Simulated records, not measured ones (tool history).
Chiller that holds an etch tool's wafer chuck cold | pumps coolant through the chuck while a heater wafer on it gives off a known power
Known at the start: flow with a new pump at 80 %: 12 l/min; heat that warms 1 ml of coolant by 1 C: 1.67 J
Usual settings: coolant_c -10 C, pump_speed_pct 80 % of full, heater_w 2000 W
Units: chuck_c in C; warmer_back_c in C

| run | hour | coolant_c | pump_speed_pct | heater_w | chuck_c | warmer_back_c |
|---|---|---|---|---|---|---|
| 1 | 0.0 | -10 | 80 | 2000 | 3.3 | 5.96 |
| 2 | 64.8 | -10 | 66 | 2000 | 5.6 | 7.28 |
| 3 | 115.1 | -10 | 66 | 2000 | 5.7 | 7.28 |
| 4 | 164.9 | -10 | 66 | 2000 | 5.6 | 7.28 |
| 5 | 230.5 | -10 | 66 | 2000 | 5.6 | 7.25 |
| 6 | 293.5 | -10 | 66 | 2000 | 5.6 | 7.29 |
| 7 | 362.0 | -10 | 80 | 2189 | 4.6 | 6.58 |
| 8 | 418.5 | -18 | 80 | 2000 | -4.8 | 5.96 |
| 9 | 466.4 | -18 | 80 | 2000 | -4.7 | 5.99 |
| 10 | 509.5 | -18 | 80 | 2000 | -4.7 | 5.94 |
| 11 | 569.8 | -18 | 80 | 2000 | -4.7 | 6.00 |
| 12 | 629.4 | -18 | 80 | 2000 | -4.7 | 6.03 |
| 13 | 693.5 | -18 | 80 | 2000 | -4.7 | 5.98 |
| 14 | 760.7 | -10 | 80 | 2666 | 7.9 | 7.93 |
| 15 | 798.7 | -10 | 99 | 2000 | 1.1 | 4.85 |
| 16 | 867.2 | -10 | 80 | 1666 | 1.1 | 5.03 |
| 17 | 900.8 | -10 | 80 | 1666 | 1.2 | 4.98 |
| 18 | 945.6 | -10 | 80 | 1666 | 1.0 | 5.01 |
| 19 | 983.7 | -10 | 80 | 1666 | 1.1 | 5.02 |
| 20 | 1022.2 | -16 | 92 | 1371 | -7.9 | 3.53 |
| 21 | 1078.5 | -19 | 80 | 1161 | -11.4 | 3.46 |

The next listed run, before its measurement:
| 22 | 1117.4 | -10 | 73 | 1136 | ? | ? |

{"run 22": {"chuck_c": -1.8, "warmer_back_c": 3.77}}
Without the tool's hidden state the same run would have given chuck_c -1.8 C, warmer_back_c 3.77 C.
